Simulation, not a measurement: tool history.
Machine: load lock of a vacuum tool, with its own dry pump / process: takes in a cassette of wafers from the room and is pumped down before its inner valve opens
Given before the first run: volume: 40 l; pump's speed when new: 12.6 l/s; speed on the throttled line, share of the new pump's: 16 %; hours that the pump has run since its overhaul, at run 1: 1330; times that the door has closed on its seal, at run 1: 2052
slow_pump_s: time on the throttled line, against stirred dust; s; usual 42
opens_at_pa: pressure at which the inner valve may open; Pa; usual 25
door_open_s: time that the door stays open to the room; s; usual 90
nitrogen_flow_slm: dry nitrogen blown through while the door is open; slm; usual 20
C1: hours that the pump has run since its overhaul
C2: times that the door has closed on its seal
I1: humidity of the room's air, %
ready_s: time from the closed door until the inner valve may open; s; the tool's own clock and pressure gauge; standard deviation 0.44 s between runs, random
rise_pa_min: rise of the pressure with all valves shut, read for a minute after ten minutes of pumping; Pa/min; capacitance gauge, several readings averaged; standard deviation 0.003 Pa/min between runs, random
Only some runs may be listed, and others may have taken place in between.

run 1 hour=0 | slow_pump_s=42 opens_at_pa=25 door_open_s=90 nitrogen_flow_slm=20 | C1=1330 C2=2052 | I1=41.6 | ready_s=62.1 rise_pa_min=0.03
run 2 hour=221.9 | slow_pump_s=42 opens_at_pa=25 door_open_s=90 nitrogen_flow_slm=20 | C1=1552 C2=2284 | I1=47.4 | ready_s=62.7 rise_pa_min=0.029
run 3 hour=537.1 | slow_pump_s=42 opens_at_pa=25 door_open_s=90 nitrogen_flow_slm=20 | C1=1867 C2=2615 | I1=43.7 | ready_s=62.4 rise_pa_min=0.031
run 4 hour=872.4 | slow_pump_s=42 opens_at_pa=25 door_open_s=90 nitrogen_flow_slm=20 | C1=2202 C2=2967 | I1=47.1 | ready_s=62.2 rise_pa_min=0.034
run 5 hour=1115.9 | slow_pump_s=42 opens_at_pa=25 door_open_s=90 nitrogen_flow_slm=20 | C1=2446 C2=3222 | I1=47.7 | ready_s=63 rise_pa_min=0.035
run 6 hour=1471.6 | slow_pump_s=42 opens_at_pa=25 door_open_s=68 nitrogen_flow_slm=20 | C1=2802 C2=3595 | I1=45.7 | ready_s=63 rise_pa_min=0.031
run 7 hour=1699.2 | slow_pump_s=42 opens_at_pa=25 door_open_s=90 nitrogen_flow_slm=4 | C1=3029 C2=3834 | I1=45.9 | ready_s=63.6 rise_pa_min=0.074
run 8 hour=1973.1 | slow_pump_s=42 opens_at_pa=25 door_open_s=31 nitrogen_flow_slm=20 | C1=3303 C2=4121 | I1=45.2 | ready_s=63.5 rise_pa_min=0.024
run 9 hour=2371.7 | slow_pump_s=55 opens_at_pa=25 door_open_s=90 nitrogen_flow_slm=20 | C1=3702 C2=4539 | I1=44.4 | ready_s=73.1 rise_pa_min=0.031
run 10 hour=2658.3 | slow_pump_s=55 opens_at_pa=25 door_open_s=90 nitrogen_flow_slm=20 | C1=3988 C2=4839 | I1=43.8 | ready_s=74.6 rise_pa_min=0.035
run 11 hour=2928.7 | slow_pump_s=42 opens_at_pa=25 door_open_s=90 nitrogen_flow_slm=4 | C1=4259 C2=5123 | I1=45 | ready_s=63.4 rise_pa_min=0.075
run 12 hour=3244.2 | slow_pump_s=50 opens_at_pa=25 door_open_s=90 nitrogen_flow_slm=4 | C1=4574 C2=5453 | I1=44.8 | ready_s=70.1 rise_pa_min=0.08
run 13 hour=3637.7 | slow_pump_s=42 opens_at_pa=25 door_open_s=90 nitrogen_flow_slm=20 | C1=4968 C2=5866 | I1=43.4 | ready_s=64.1 rise_pa_min=0.04
run 14 hour=4014.2 | slow_pump_s=42 opens_at_pa=25 door_open_s=90 nitrogen_flow_slm=20 | C1=5344 C2=6261 | I1=43.4 | ready_s=64.2 rise_pa_min=0.038
run 15 hour=4403.6 | slow_pump_s=42 opens_at_pa=25 door_open_s=90 nitrogen_flow_slm=20 | C1=5734 C2=6669 | I1=42.6 | ready_s=64.7 rise_pa_min=0.036
run 16 hour=4750.3 | slow_pump_s=42 opens_at_pa=25 door_open_s=90 nitrogen_flow_slm=20 | C1=6080 C2=7033 | I1=45 | ready_s=63.9 rise_pa_min=0.04
run 17 hour=5049.7 | slow_pump_s=42 opens_at_pa=25 door_open_s=90 nitrogen_flow_slm=20 | C1=6380 C2=7346 | I1=42.6 | ready_s=63.8 rise_pa_min=0.042
run 18 hour=5415.7 | slow_pump_s=42 opens_at_pa=25 door_open_s=90 nitrogen_flow_slm=8 | C1=6746 C2=7730 | I1=49 | ready_s=64.8 rise_pa_min=0.064
run 19 hour=5629.7 | slow_pump_s=42 opens_at_pa=25 door_open_s=90 nitrogen_flow_slm=8 | C1=6960 C2=7955 | I1=45.9 | ready_s=64.5 rise_pa_min=0.064
run 20 hour=5952.7 | slow_pump_s=83 opens_at_pa=25 door_open_s=90 nitrogen_flow_slm=12 | C1=7283 C2=8293 | I1=46.5 | ready_s=98.3 rise_pa_min=0.058
run 21 hour=6171.2 | slow_pump_s=42 opens_at_pa=48 door_open_s=90 nitrogen_flow_slm=44 | C1=7501 C2=8522 | I1=44.1 | ready_s=62.5 rise_pa_min=0.036
run 22 hour=6492.3 | slow_pump_s=42 opens_at_pa=43 door_open_s=31 nitrogen_flow_slm=15 | C1=7822 C2=8859 | I1=46 | ready_s=63.2 rise_pa_min=0.032
run 23 hour=6842.6 | slow_pump_s=42 opens_at_pa=37 door_open_s=31 nitrogen_flow_slm=15 | C1=8173 C2=9226 | I1=45.2 | ready_s=64.1 rise_pa_min=0.041
run 24 hour=7184.4 | slow_pump_s=75 opens_at_pa=46 door_open_s=174 nitrogen_flow_slm=20 | C1=8514 C2=9585 | I1=46.1 | ready_s=89.3 rise_pa_min=0.067
run 25 hour=7402.2 | slow_pump_s=32 opens_at_pa=19 door_open_s=174 nitrogen_flow_slm=20 | C1=8732 C2=9813 | I1=44.2 | ready_s=58.6 rise_pa_min=0.063
run 26 hour=7616.1 | slow_pump_s=32 opens_at_pa=19 door_open_s=174 nitrogen_flow_slm=4 | C1=8946 C2=10037 | I1=45.6 | ready_s=58.2 rise_pa_min=0.112
run 27 hour=7789.8 | slow_pump_s=42 opens_at_pa=25 door_open_s=90 nitrogen_flow_slm=24 | C1=9120 C2=10219 | I1=45 | ready_s=65.9 rise_pa_min=0.05
run 28 hour=7973.9 | slow_pump_s=42 opens_at_pa=25 door_open_s=152 nitrogen_flow_slm=24 | C1=9304 C2=10412 | I1=44.7 | ready_s=66.8 rise_pa_min=0.063
run 29 hour=8317.7 | slow_pump_s=42 opens_at_pa=25 door_open_s=152 nitrogen_flow_slm=24 | C1=9648 C2=10773 | I1=45.6 | ready_s=65.8 rise_pa_min=0.061
run 30 hour=8648.7 | slow_pump_s=33 opens_at_pa=32 door_open_s=90 nitrogen_flow_slm=20 | C1=9979 C2=11120 | I1=41 | ready_s=58.1 rise_pa_min=0.051
run 31 hour=9038.5 | slow_pump_s=42 opens_at_pa=25 door_open_s=111 nitrogen_flow_slm=20 | C1=10369 C2=11529 | I1=48.8 | ready_s=66.6 rise_pa_min=0.07
run 32 hour=9398.4 | slow_pump_s=56 opens_at_pa=21 door_open_s=111 nitrogen_flow_slm=16 | C1=10728 C2=11906 | I1=49.5 | ready_s=78.2 rise_pa_min=0.068
run 33 hour=9640 | slow_pump_s=37 opens_at_pa=25 door_open_s=90 nitrogen_flow_slm=28 | C1=10970 C2=12159 | I1=38.6 | ready_s=62.5 rise_pa_min=0.051
run 34 hour=9917.5 | slow_pump_s=66 opens_at_pa=42 door_open_s=90 nitrogen_flow_slm=28 | C1=11248 C2=12450 | I1=47.6 | ready_s=84.3 rise_pa_min=0.055
run 35 hour=10288.9 | slow_pump_s=42 opens_at_pa=25 door_open_s=38 nitrogen_flow_slm=15 | C1=11619 C2=12840 | I1=46.6 | ready_s=67.5 rise_pa_min=0.057
run 36 hour=10609.9 | slow_pump_s=42 opens_at_pa=25 door_open_s=38 nitrogen_flow_slm=15 | C1=11940 C2=13176 | I1=44.6 | ready_s=67.6 rise_pa_min=0.058
run 37 hour=11007.7 | slow_pump_s=64 opens_at_pa=25 door_open_s=59 nitrogen_flow_slm=20 | C1=12338 C2=13593 | I1=48.2 | ready_s=85 rise_pa_min=0.059

3 ways to go on from here, each from the tool as it stands after run 37. What would each give?
run A hour=11211.3 | slow_pump_s=50 opens_at_pa=25 door_open_s=84 nitrogen_flow_slm=40 | C1=12541 C2=13807 | I1=45 | ready_s=? rise_pa_min=?
run B hour=11211.3 | slow_pump_s=33 opens_at_pa=34 door_open_s=90 nitrogen_flow_slm=20 | C1=12541 C2=13807 | I1=42.8 | ready_s=? rise_pa_min=?
run C hour=11211.3 | slow_pump_s=26 opens_at_pa=25 door_open_s=90 nitrogen_flow_slm=20 | C1=12541 C2=13807 | I1=43.8 | ready_s=? rise_pa_min=?

run=A ready_s=74.6 rise_pa_min=0.053
run=B ready_s=58.6 rise_pa_min=0.062
run=C ready_s=55.8 rise_pa_min=0.063
The same runs, with their run-to-run variation unchanged, on a tool lacking any hidden condition would have given:
run=A ready_s=69.2 rise_pa_min=0.014
run=B ready_s=52.7 rise_pa_min=0.023
run=C ready_s=49.2 rise_pa_min=0.024

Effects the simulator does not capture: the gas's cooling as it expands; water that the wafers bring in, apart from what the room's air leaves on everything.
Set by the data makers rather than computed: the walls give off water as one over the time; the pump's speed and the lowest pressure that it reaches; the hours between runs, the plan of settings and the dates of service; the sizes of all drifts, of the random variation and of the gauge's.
